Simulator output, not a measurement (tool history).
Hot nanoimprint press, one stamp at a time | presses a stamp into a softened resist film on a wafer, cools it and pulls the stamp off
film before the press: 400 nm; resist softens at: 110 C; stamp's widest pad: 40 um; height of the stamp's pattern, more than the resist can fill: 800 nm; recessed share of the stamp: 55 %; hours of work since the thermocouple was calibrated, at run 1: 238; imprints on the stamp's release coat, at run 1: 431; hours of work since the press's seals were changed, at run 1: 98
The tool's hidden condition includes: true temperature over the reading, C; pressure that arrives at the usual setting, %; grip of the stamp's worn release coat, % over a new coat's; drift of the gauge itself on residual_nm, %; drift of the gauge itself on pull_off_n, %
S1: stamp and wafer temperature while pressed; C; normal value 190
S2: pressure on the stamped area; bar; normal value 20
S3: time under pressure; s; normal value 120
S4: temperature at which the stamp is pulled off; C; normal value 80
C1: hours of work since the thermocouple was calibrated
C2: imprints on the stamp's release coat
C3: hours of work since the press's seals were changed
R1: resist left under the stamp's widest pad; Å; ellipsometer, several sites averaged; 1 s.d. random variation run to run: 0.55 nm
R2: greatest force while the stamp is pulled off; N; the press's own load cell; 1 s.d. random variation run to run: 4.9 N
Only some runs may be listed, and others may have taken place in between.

run	hour	S1	S2	S3	S4	C1	C2	C3	R1	R2
1	0	190	20	120	80	238	431	98	1674	290
2	12	190	20	120	80	247	504	107	1684	275
3	26	190	20	120	80	258	590	118	1679	298
4	34.2	190	20	120	80	264	639	124	1678	301
5	45.2	190	20	120	80	273	707	133	1669	314
# hour 68.1: stamp cleaned and given a new release coat
6	68.1	190	20	120	80	286	0	146	1669	236
7	84.9	190	20	120	80	299	103	159	1668	239
8	101.5	190	20	120	80	312	205	171	1673	246
9	117.6	190	20	120	80	324	303	184	1657	268
10	127.6	190	20	120	80	332	364	192	1665	272
11	145	190	20	120	80	345	470	205	1677	285
12	161	190	20	120	80	357	568	217	1661	291
13	170.7	190	20	120	80	365	627	225	1662	281
14	186.1	190	20	120	80	377	722	237	1660	313
15	194.6	190	20	91	80	383	773	243	1822	319
# hour 207.7: stamp cleaned and given a new release coat
16	216.2	190	20	91	80	395	52	255	1815	236
17	228.8	190	16.7	120	80	405	129	265	1818	244
18	245.1	190	15.6	120	75	418	228	277	1885	285
19	255.3	190	15.6	120	75	426	291	285	1876	290
20	263.3	190	26.7	113	83	432	340	292	1441	241
21	280.4	182	26.7	113	83	445	444	305	1835	259
22	288.9	182	26.7	113	83	451	496	311	1846	265
23	301.1	182	26.3	113	77	461	571	321	1857	319
24	314	181	20.2	64	83	471	649	331	2554	281
25	325	180	22.4	84	83	479	717	339	2322	284
# hour 346.1: stamp cleaned and given a new release coat
26	346.2	179	22.4	84	76	491	1	351	2393	243
27	358.7	179	22.4	84	76	501	77	360	2383	265
28	374.6	190	20	220	68	513	174	373	1319	293
29	391.6	190	20	220	68	526	278	386	1307	317

Some steps in R1 between neighbouring runs. How much of each would the tool show without its hidden state too (settings, what came in, random variation), and how much is left for the hidden state, with any gauge scatter that isn't in both results?
Run 20 -> 21: S1 190 -> 182. R1 +394 Å: hidden state -30, all else +424.
Run 23 -> 24: S1 182 -> 181, S2 26.3 -> 20.2, S3 113 -> 64, S4 77 -> 83. R1 +697 Å: hidden state -20, all else +717.
Run 27 -> 28: S1 179 -> 190, S2 22.4 -> 20, S3 84 -> 220, S4 76 -> 68. R1 -1064 Å: hidden state +52, all else -1116.
